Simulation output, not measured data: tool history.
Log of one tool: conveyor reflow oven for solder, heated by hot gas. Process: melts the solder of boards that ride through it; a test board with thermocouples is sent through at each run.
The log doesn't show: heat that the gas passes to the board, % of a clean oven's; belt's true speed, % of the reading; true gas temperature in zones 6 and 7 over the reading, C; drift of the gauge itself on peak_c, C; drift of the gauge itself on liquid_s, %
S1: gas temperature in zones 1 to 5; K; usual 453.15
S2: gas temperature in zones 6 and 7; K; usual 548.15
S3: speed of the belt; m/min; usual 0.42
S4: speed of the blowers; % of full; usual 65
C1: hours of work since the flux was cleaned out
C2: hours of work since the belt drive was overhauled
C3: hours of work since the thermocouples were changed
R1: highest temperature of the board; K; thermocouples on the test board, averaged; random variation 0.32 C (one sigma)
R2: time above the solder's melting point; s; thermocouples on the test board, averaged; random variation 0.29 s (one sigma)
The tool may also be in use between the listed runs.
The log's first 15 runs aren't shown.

run 16 hour=271.4 | S1=452.15 S2=546.15 S3=0.36 S4=60 | C1=40 C2=55 C3=481 | R1=532.35 R2=85
-- hour=281.8 belt drive overhauled, speed set with a stopwatch, once more
run 17 hour=288 | S1=453.15 S2=561.15 S3=0.42 S4=65 | C1=46 C2=3 C3=487 | R1=540.85 R2=77
run 18 hour=305.7 | S1=453.15 S2=537.15 S3=0.382 S4=65 | C1=56 C2=13 C3=497 | R1=522.95 R2=71.6
run 19 hour=327.6 | S1=453.15 S2=537.15 S3=0.382 S4=65 | C1=68 C2=25 C3=509 | R1=523.05 R2=71.7
run 20 hour=347.2 | S1=444.15 S2=537.15 S3=0.382 S4=65 | C1=78 C2=35 C3=519 | R1=522.05 R2=65.5
run 21 hour=362 | S1=452.15 S2=548.15 S3=0.378 S4=86 | C1=86 C2=43 C3=527 | R1=535.15 R2=81.5
run 22 hour=383.8 | S1=443.15 S2=541.15 S3=0.462 S4=51 | C1=98 C2=55 C3=539 | R1=514.85 R2=44.6
run 23 hour=395 | S1=443.15 S2=548.15 S3=0.379 S4=51 | C1=104 C2=61 C3=545 | R1=527.85 R2=70.9
run 24 hour=419.7 | S1=440.15 S2=557.15 S3=0.456 S4=79 | C1=117 C2=74 C3=558 | R1=533.55 R2=61.6
run 25 hour=435.6 | S1=440.15 S2=557.15 S3=0.457 S4=79 | C1=125 C2=82 C3=566 | R1=533.45 R2=61.3
run 26 hour=458.4 | S1=440.15 S2=557.15 S3=0.457 S4=79 | C1=138 C2=95 C3=579 | R1=533.35 R2=61.1
run 27 hour=484 | S1=450.15 S2=557.15 S3=0.393 S4=87 | C1=151 C2=108 C3=592 | R1=540.95 R2=81.4
run 28 hour=496.4 | S1=450.15 S2=557.15 S3=0.393 S4=87 | C1=158 C2=115 C3=599 | R1=541.15 R2=81
run 29 hour=522.6 | S1=450.15 S2=557.15 S3=0.393 S4=87 | C1=172 C2=129 C3=613 | R1=541.85 R2=81.1
run 30 hour=539.2 | S1=453.15 S2=548.15 S3=0.42 S4=65 | C1=181 C2=138 C3=622 | R1=528.15 R2=68

Forecast each of these 3 alternatives for the next run:
run A hour=555.5 | S1=453.15 S2=556.15 S3=0.42 S4=65 | C1=190 C2=147 C3=631 | R1=? R2=?
run B hour=555.5 | S1=453.15 S2=548.15 S3=0.39 S4=51 | C1=190 C2=147 C3=631 | R1=? R2=?
run C hour=555.5 | S1=458.15 S2=558.15 S3=0.42 S4=65 | C1=190 C2=147 C3=631 | R1=? R2=?

run=A R1=534.75 R2=72.6
run=B R1=527.95 R2=73.1
run=C R1=537.45 R2=76
Without the tool's hidden state the same runs would have given:
run=A R1=537.95 R2=74.7
run=B R1=530.75 R2=75.5
run=C R1=540.55 R2=77.7

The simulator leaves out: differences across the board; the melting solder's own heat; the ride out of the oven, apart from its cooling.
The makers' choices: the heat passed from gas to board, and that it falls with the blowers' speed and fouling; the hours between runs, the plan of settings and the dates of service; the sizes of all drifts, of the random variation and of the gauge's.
